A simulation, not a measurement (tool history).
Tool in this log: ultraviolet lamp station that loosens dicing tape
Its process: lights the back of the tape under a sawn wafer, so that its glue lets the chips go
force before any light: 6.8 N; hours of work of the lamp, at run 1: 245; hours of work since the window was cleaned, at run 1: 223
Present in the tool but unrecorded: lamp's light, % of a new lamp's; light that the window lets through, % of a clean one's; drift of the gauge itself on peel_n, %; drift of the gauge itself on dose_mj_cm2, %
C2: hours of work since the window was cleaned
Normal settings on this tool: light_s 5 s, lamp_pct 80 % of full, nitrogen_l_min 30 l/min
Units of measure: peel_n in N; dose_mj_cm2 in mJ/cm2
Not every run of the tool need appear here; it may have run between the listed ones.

{"run": 1, "hour": 0.0, "light_s": 5, "lamp_pct": 80, "nitrogen_l_min": 30, "hours of work of the lamp": 245, "C2": 223, "peel_n": 0.835, "dose_mj_cm2": 510}
{"run": 2, "hour": 8.4, "light_s": 5, "lamp_pct": 79, "nitrogen_l_min": 30, "hours of work of the lamp": 250, "C2": 228, "peel_n": 0.839, "dose_mj_cm2": 495}
{"run": 3, "hour": 17.8, "light_s": 5, "lamp_pct": 79, "nitrogen_l_min": 30, "hours of work of the lamp": 256, "C2": 234, "peel_n": 0.867, "dose_mj_cm2": 497}
{"run": 4, "hour": 25.1, "light_s": 5, "lamp_pct": 79, "nitrogen_l_min": 30, "hours of work of the lamp": 261, "C2": 239, "peel_n": 0.879, "dose_mj_cm2": 500}
{"run": 5, "hour": 36.4, "light_s": 5, "lamp_pct": 79, "nitrogen_l_min": 30, "hours of work of the lamp": 268, "C2": 247, "peel_n": 0.876, "dose_mj_cm2": 498}
{"run": 6, "hour": 45.5, "light_s": 5, "lamp_pct": 79, "nitrogen_l_min": 30, "hours of work of the lamp": 274, "C2": 252, "peel_n": 0.86, "dose_mj_cm2": 493}
{"run": 7, "hour": 57.3, "light_s": 5, "lamp_pct": 80, "nitrogen_l_min": 53, "hours of work of the lamp": 282, "C2": 260, "peel_n": 0.595, "dose_mj_cm2": 503}
{"run": 8, "hour": 65.5, "light_s": 5, "lamp_pct": 80, "nitrogen_l_min": 53, "hours of work of the lamp": 287, "C2": 266, "peel_n": 0.595, "dose_mj_cm2": 499}
{"run": 9, "hour": 76.2, "light_s": 5, "lamp_pct": 80, "nitrogen_l_min": 53, "hours of work of the lamp": 294, "C2": 273, "peel_n": 0.594, "dose_mj_cm2": 500}
{"run": 10, "hour": 88.2, "light_s": 5, "lamp_pct": 80, "nitrogen_l_min": 53, "hours of work of the lamp": 302, "C2": 280, "peel_n": 0.634, "dose_mj_cm2": 500}
{"run": 11, "hour": 94.2, "light_s": 5, "lamp_pct": 80, "nitrogen_l_min": 53, "hours of work of the lamp": 306, "C2": 284, "peel_n": 0.613, "dose_mj_cm2": 495}
{"run": 12, "hour": 100.8, "light_s": 5, "lamp_pct": 80, "nitrogen_l_min": 53, "hours of work of the lamp": 310, "C2": 289, "peel_n": 0.649, "dose_mj_cm2": 499}
{"run": 13, "hour": 111.5, "light_s": 7, "lamp_pct": 83, "nitrogen_l_min": 30, "hours of work of the lamp": 317, "C2": 296, "peel_n": 0.371, "dose_mj_cm2": 715}
{"run": 14, "hour": 118.5, "light_s": 7, "lamp_pct": 83, "nitrogen_l_min": 30, "hours of work of the lamp": 322, "C2": 300, "peel_n": 0.383, "dose_mj_cm2": 710}
{"run": 15, "hour": 123.9, "light_s": 5, "lamp_pct": 73, "nitrogen_l_min": 54, "hours of work of the lamp": 325, "C2": 304, "peel_n": 0.726, "dose_mj_cm2": 453}
{"run": 16, "hour": 136.1, "light_s": 3, "lamp_pct": 64, "nitrogen_l_min": 24, "hours of work of the lamp": 333, "C2": 312, "peel_n": 2.72, "dose_mj_cm2": 238}
{"run": 17, "hour": 147.0, "light_s": 4, "lamp_pct": 64, "nitrogen_l_min": 25, "hours of work of the lamp": 340, "C2": 319, "peel_n": 1.928, "dose_mj_cm2": 315}
{"run": 18, "hour": 155.0, "light_s": 2, "lamp_pct": 80, "nitrogen_l_min": 30, "hours of work of the lamp": 346, "C2": 324, "peel_n": 2.833, "dose_mj_cm2": 194}
{"run": 19, "hour": 163.4, "light_s": 4, "lamp_pct": 80, "nitrogen_l_min": 27, "hours of work of the lamp": 351, "C2": 329, "peel_n": 1.377, "dose_mj_cm2": 397}
{"run": 20, "hour": 175.9, "light_s": 3, "lamp_pct": 86, "nitrogen_l_min": 11, "hours of work of the lamp": 359, "C2": 338, "peel_n": 2.647, "dose_mj_cm2": 318}
{"run": 21, "hour": 187.7, "light_s": 5, "lamp_pct": 80, "nitrogen_l_min": 19, "hours of work of the lamp": 367, "C2": 345, "peel_n": 1.17, "dose_mj_cm2": 489}
{"run": 22, "hour": 197.6, "light_s": 5, "lamp_pct": 80, "nitrogen_l_min": 19, "hours of work of the lamp": 373, "C2": 352, "peel_n": 1.148, "dose_mj_cm2": 489}
{"run": 23, "hour": 202.7, "light_s": 2, "lamp_pct": 87, "nitrogen_l_min": 18, "hours of work of the lamp": 377, "C2": 355, "peel_n": 3.154, "dose_mj_cm2": 213}
{"run": 24, "hour": 214.0, "light_s": 8, "lamp_pct": 96, "nitrogen_l_min": 28, "hours of work of the lamp": 384, "C2": 362, "peel_n": 0.218, "dose_mj_cm2": 940}

Forecast each of these 3 alternatives for the next run:
{"run": "A", "hour": 225.1, "light_s": 4, "lamp_pct": 68, "nitrogen_l_min": 38, "hours of work of the lamp": 391, "C2": 370, "peel_n": "?", "dose_mj_cm2": "?"}
{"run": "B", "hour": 225.1, "light_s": 5, "lamp_pct": 82, "nitrogen_l_min": 30, "hours of work of the lamp": 391, "C2": 370, "peel_n": "?", "dose_mj_cm2": "?"}
{"run": "C", "hour": 225.1, "light_s": 4, "lamp_pct": 96, "nitrogen_l_min": 28, "hours of work of the lamp": 391, "C2": 370, "peel_n": "?", "dose_mj_cm2": "?"}

run=A peel_n=1.550 dose_mj_cm2=330
run=B peel_n=0.849 dose_mj_cm2=499
run=C peel_n=0.977 dose_mj_cm2=467
With the hidden condition removed and each run's random variation left untouched, the same runs would have given:
run=A peel_n=1.335 dose_mj_cm2=364
run=B peel_n=0.698 dose_mj_cm2=550
run=C peel_n=0.813 dose_mj_cm2=515

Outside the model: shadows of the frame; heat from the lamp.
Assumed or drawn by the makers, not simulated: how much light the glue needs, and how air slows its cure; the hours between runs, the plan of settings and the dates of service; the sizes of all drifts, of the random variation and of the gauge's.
